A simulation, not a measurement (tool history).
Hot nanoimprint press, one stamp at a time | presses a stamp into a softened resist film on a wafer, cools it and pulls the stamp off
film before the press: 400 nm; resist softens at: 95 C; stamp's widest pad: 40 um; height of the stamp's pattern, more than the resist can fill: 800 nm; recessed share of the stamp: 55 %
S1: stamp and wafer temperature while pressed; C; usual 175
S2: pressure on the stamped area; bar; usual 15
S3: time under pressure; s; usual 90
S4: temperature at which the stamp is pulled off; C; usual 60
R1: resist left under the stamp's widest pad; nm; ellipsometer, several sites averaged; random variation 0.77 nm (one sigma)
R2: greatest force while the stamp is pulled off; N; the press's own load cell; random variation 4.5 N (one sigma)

{"run": 1, "hour": 0.0, "S1": 175, "S2": 15, "S3": 90, "S4": 60, "R1": 147.5, "R2": 241}
{"run": 2, "hour": 49.6, "S1": 175, "S2": 15, "S3": 90, "S4": 60, "R1": 147.8, "R2": 252}
{"run": 3, "hour": 125.9, "S1": 175, "S2": 15, "S3": 90, "S4": 60, "R1": 147.2, "R2": 289}
{"run": 4, "hour": 196.3, "S1": 172, "S2": 15, "S3": 90, "S4": 60, "R1": 165.6, "R2": 298}
{"hour": 251.1, "done": "press's hydraulic seals changed and the load cell set to zero"}
{"run": 5, "hour": 259.9, "S1": 175, "S2": 15, "S3": 90, "S4": 60, "R1": 145.1, "R2": 315}
{"run": 6, "hour": 304.2, "S1": 175, "S2": 15, "S3": 90, "S4": 60, "R1": 143.6, "R2": 334}
{"run": 7, "hour": 338.8, "S1": 169, "S2": 15, "S3": 90, "S4": 60, "R1": 182.7, "R2": 368}
{"run": 8, "hour": 383.7, "S1": 175, "S2": 15, "S3": 90, "S4": 60, "R1": 142.9, "R2": 373}
{"run": 9, "hour": 444.9, "S1": 175, "S2": 15, "S3": 90, "S4": 60, "R1": 143.5, "R2": 404}
{"run": 10, "hour": 480.6, "S1": 175, "S2": 15, "S3": 90, "S4": 60, "R1": 142, "R2": 416}
{"run": 11, "hour": 565.5, "S1": 175, "S2": 15, "S3": 90, "S4": 60, "R1": 141.6, "R2": 451}
{"run": 12, "hour": 643.5, "S1": 169, "S2": 15, "S3": 90, "S4": 60, "R1": 180.6, "R2": 484}
{"hour": 654.7, "done": "stamp cleaned and given a new release coat"}
{"run": 13, "hour": 733.8, "S1": 169, "S2": 15, "S3": 90, "S4": 60, "R1": 179.5, "R2": 248}
{"run": 14, "hour": 789.0, "S1": 187, "S2": 15, "S3": 90, "S4": 60, "R1": 85.8, "R2": 265}
{"hour": 802.1, "done": "plate thermocouple calibrated"}
{"run": 15, "hour": 828.2, "S1": 187, "S2": 15, "S3": 90, "S4": 60, "R1": 84.4, "R2": 264}
{"run": 16, "hour": 865.8, "S1": 187, "S2": 15, "S3": 57, "S4": 55, "R1": 102, "R2": 302}
{"run": 17, "hour": 913.1, "S1": 167, "S2": 15, "S3": 178, "S4": 60, "R1": 141.7, "R2": 287}
{"run": 18, "hour": 974.3, "S1": 167, "S2": 15, "S3": 178, "S4": 60, "R1": 141.5, "R2": 324}
{"run": 19, "hour": 1037.0, "S1": 167, "S2": 15, "S3": 178, "S4": 60, "R1": 141.1, "R2": 337}
{"run": 20, "hour": 1103.3, "S1": 167, "S2": 21.6, "S3": 110, "S4": 53, "R1": 146.5, "R2": 415}
{"run": 21, "hour": 1182.3, "S1": 167, "S2": 20.2, "S3": 122, "S4": 53, "R1": 143.6, "R2": 447}
{"run": 22, "hour": 1246.2, "S1": 167, "S2": 20.2, "S3": 122, "S4": 53, "R1": 143, "R2": 469}
{"hour": 1257.8, "done": "plate thermocouple calibrated, once more"}
{"run": 23, "hour": 1294.0, "S1": 172, "S2": 13.4, "S3": 62, "S4": 60, "R1": 198.7, "R2": 458}
{"run": 24, "hour": 1355.4, "S1": 166, "S2": 15, "S3": 90, "S4": 58, "R1": 207.7, "R2": 537}
{"hour": 1366.7, "done": "stamp cleaned and given a new release coat"}
{"run": 25, "hour": 1433.7, "S1": 167, "S2": 15, "S3": 90, "S4": 58, "R1": 199.8, "R2": 248}
{"run": 26, "hour": 1514.0, "S1": 164, "S2": 16, "S3": 90, "S4": 58, "R1": 217.3, "R2": 281}
{"run": 27, "hour": 1554.3, "S1": 164, "S2": 16, "S3": 90, "S4": 58, "R1": 217.4, "R2": 286}
{"run": 28, "hour": 1592.4, "S1": 164, "S2": 16, "S3": 90, "S4": 58, "R1": 216.2, "R2": 298}
{"run": 29, "hour": 1636.0, "S1": 177, "S2": 15, "S3": 90, "S4": 60, "R1": 130.1, "R2": 319}
{"run": 30, "hour": 1717.7, "S1": 165, "S2": 15, "S3": 106, "S4": 60, "R1": 200.3, "R2": 339}

4 ways to go on from here, each from the tool as it stands after run 30. What would each give?
{"run": "A", "hour": 1754.6, "S1": 175, "S2": 12.8, "S3": 138, "S4": 48, "R1": "?", "R2": "?"}
{"run": "B", "hour": 1754.6, "S1": 175, "S2": 15, "S3": 172, "S4": 60, "R1": "?", "R2": "?"}
{"run": "C", "hour": 1754.6, "S1": 176, "S2": 15, "S3": 90, "S4": 57, "R1": "?", "R2": "?"}
{"run": "D", "hour": 1754.6, "S1": 180, "S2": 12.3, "S3": 68, "S4": 60, "R1": "?", "R2": "?"}

run=A R1=126.5 R2=434
run=B R1=106 R2=351
run=C R1=135.7 R2=372
run=D R1=143.1 R2=353
Without the tool's hidden state the same runs would have given:
run=A R1=131.4 R2=268
run=B R1=110.2 R2=218
run=C R1=140.7 R2=230
run=D R1=148.2 R2=219
